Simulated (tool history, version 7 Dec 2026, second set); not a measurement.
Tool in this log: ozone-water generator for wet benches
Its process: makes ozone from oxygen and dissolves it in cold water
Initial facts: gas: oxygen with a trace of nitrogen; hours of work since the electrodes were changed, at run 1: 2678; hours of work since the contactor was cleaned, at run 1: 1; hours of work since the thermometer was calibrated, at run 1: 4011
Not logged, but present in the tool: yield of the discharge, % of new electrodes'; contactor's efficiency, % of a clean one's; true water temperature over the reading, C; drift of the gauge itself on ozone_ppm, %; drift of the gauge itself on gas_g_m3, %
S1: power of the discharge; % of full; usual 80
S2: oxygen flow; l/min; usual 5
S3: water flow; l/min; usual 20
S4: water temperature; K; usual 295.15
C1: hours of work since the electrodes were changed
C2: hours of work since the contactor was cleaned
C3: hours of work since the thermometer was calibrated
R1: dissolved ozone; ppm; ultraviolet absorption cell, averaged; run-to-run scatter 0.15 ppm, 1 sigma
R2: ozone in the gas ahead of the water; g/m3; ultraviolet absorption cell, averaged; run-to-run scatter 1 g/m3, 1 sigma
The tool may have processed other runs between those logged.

run,hour,S1,S2,S3,S4,C1,C2,C3,R1,R2
1,0,80,5,20,295.15,2678,1,4011,17.3,159.5
2,79.4,80,5,20,295.15,2728,50,4060,17.4,157
3,150.4,80,5,20,295.15,2772,95,4105,17.4,156.5
4,255.8,80,5,20,295.15,2838,161,4171,17.4,157.2
5,339.3,80,5,14,295.15,2890,213,4223,21.5,157.1
6,418.5,80,5,24,295.15,2940,263,4273,15.2,157.3
7,538.6,80,5,24,295.15,3015,338,4348,14.9,156.7
8,648.4,80,5,24,295.15,3084,406,4417,15.3,156.2
# hour 717: water thermometer calibrated
9,780.5,92,5,20,295.15,3166,489,40,18.9,171
10,860.7,92,5,20,295.15,3216,539,90,18.9,171.8
11,938.2,45,5,20,295.15,3265,588,139,11.6,103.8
12,1042.3,80,5,20,290.15,3330,653,204,18.2,154.1
13,1149.3,80,5,20,295.15,3397,720,271,17.2,153.8
14,1240.4,80,5,20,294.15,3454,777,328,17.1,153.8
15,1340.9,80,5,20,294.15,3517,840,391,17.2,153.8
16,1403.5,80,5,20,295.15,3556,879,430,16.9,152.8
17,1460.8,88,5,16,295.15,3592,915,466,20.8,163.6
18,1541,88,5,16,295.15,3642,965,516,20.7,164.3
19,1666.7,80,6.07,12,295.15,3721,1044,595,22.1,135.5
20,1722.8,61,4.09,12,297.15,3756,1079,630,18.5,142
21,1776.2,80,6.94,20,295.15,3790,1112,663,16.3,125.2
22,1875,80,3.35,20,303.15,3852,1174,725,14.6,190.8
23,2002.7,83,2.65,16,288.15,3932,1254,805,21.3,222.9
24,2115.4,54,5,20,295.15,4002,1325,876,12.6,115.9
25,2203.1,54,5,20,295.15,4057,1380,930,12.7,116
26,2284.6,54,5,20,295.15,4108,1431,981,12.4,115.6
27,2388.8,55,4.09,21,300.15,4173,1496,1047,11.6,130.2
28,2469.1,55,4.09,21,300.15,4224,1546,1097,11.5,130.9
29,2540.3,44,2.84,19,295.15,4268,1591,1142,11.2,137.7
30,2601.5,80,5,12,295.15,4306,1629,1180,22.3,147.5
31,2697.2,80,5,32,295.15,4366,1689,1240,11.3,149.1
32,2778.9,80,5,14,295.15,4417,1740,1291,20.1,150.4

Branching from run 32: 4 alternative next runs. What would each branch give?
A,2870.1,80,3.2,20,295.15,4475,1797,1348,?,?
B,2870.1,61,5,14,295.15,4475,1797,1348,?,?
C,2870.1,43,2.51,14,295.15,4475,1797,1348,?,?
D,2870.1,62,2.6,14,294.15,4475,1797,1348,?,?

run,R1,R2
A,16.1,192
B,16.7,123.8
C,13.9,146.1
D,17.9,180.2
The same runs, with their run-to-run variation unchanged, on a tool lacking any hidden condition would have given:
run,R1,R2
A,19.4,224.6
B,19.5,141
C,15.6,160.5
D,20.9,205.6
